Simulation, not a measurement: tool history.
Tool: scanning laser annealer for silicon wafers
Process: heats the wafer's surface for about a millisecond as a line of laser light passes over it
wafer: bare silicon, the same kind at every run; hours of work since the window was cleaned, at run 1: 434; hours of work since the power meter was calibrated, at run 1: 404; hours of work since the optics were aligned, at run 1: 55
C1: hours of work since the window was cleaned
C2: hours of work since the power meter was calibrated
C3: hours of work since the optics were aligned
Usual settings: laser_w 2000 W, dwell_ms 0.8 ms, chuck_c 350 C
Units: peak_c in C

Run 1, hour 0: usual settings; C1 434; C2 404; C3 55. Result: peak_c 1069 C.
At hour 20.4: window over the wafer cleaned.
Run 2, hour 21.9: usual settings; C1 1; C2 415; C3 66. Result: peak_c 1108 C.
Run 3, hour 56: usual settings; C1 20; C2 434; C3 85. Result: peak_c 1110 C.
Run 4, hour 81.9: usual settings but laser_w 2060 W; C1 34; C2 449; C3 100. Result: peak_c 1136 C.
Run 5, hour 120.4: usual settings but laser_w 2060 W; C1 56; C2 470; C3 121. Result: peak_c 1134 C.
Run 6, hour 149.6: usual settings but laser_w 2043 W; C1 72; C2 486; C3 137. Result: peak_c 1121 C.
Run 7, hour 189.5: usual settings but laser_w 2043 W; C1 94; C2 508; C3 160. Result: peak_c 1119 C.
Run 8, hour 213.9: usual settings but laser_w 2043 W; C1 108; C2 522; C3 173. Result: peak_c 1119 C.
Run 9, hour 256.6: usual settings but laser_w 1968 W, chuck_c 384 C; C1 131; C2 546; C3 197. Result: peak_c 1111 C.
Run 10, hour 278: usual settings but laser_w 2165 W, chuck_c 387 C; C1 143; C2 558; C3 209. Result: peak_c 1213 C.
Run 11, hour 299.2: usual settings but laser_w 2165 W, dwell_ms 0.693 ms, chuck_c 387 C; C1 155; C2 569; C3 221. Result: peak_c 1149 C.
Run 12, hour 336.8: usual settings but laser_w 2165 W, dwell_ms 0.693 ms, chuck_c 387 C; C1 176; C2 590; C3 241. Result: peak_c 1145 C.
Run 13, hour 363: usual settings but laser_w 1930 W, dwell_ms 0.976 ms, chuck_c 377 C; C1 190; C2 605; C3 256. Result: peak_c 1162 C.
Run 14, hour 391.6: usual settings but laser_w 1987 W, dwell_ms 0.878 ms; C1 206; C2 621; C3 272. Result: peak_c 1117 C.

Hidden state at the last listed run before each entry between runs and at the first one after, where it differs:
Between runs 1 and 2: window over the wafer cleaned (hour 20.4)
  light that passes the window, % of a clean one's: 95.58 -> 99.81; laser's true power over the reading, %: 0.08 -> 0.07; width of the line over the set one, %: 0.17 -> 0.18
  measured less the result without the state, peak_c: -44 -> -3 C
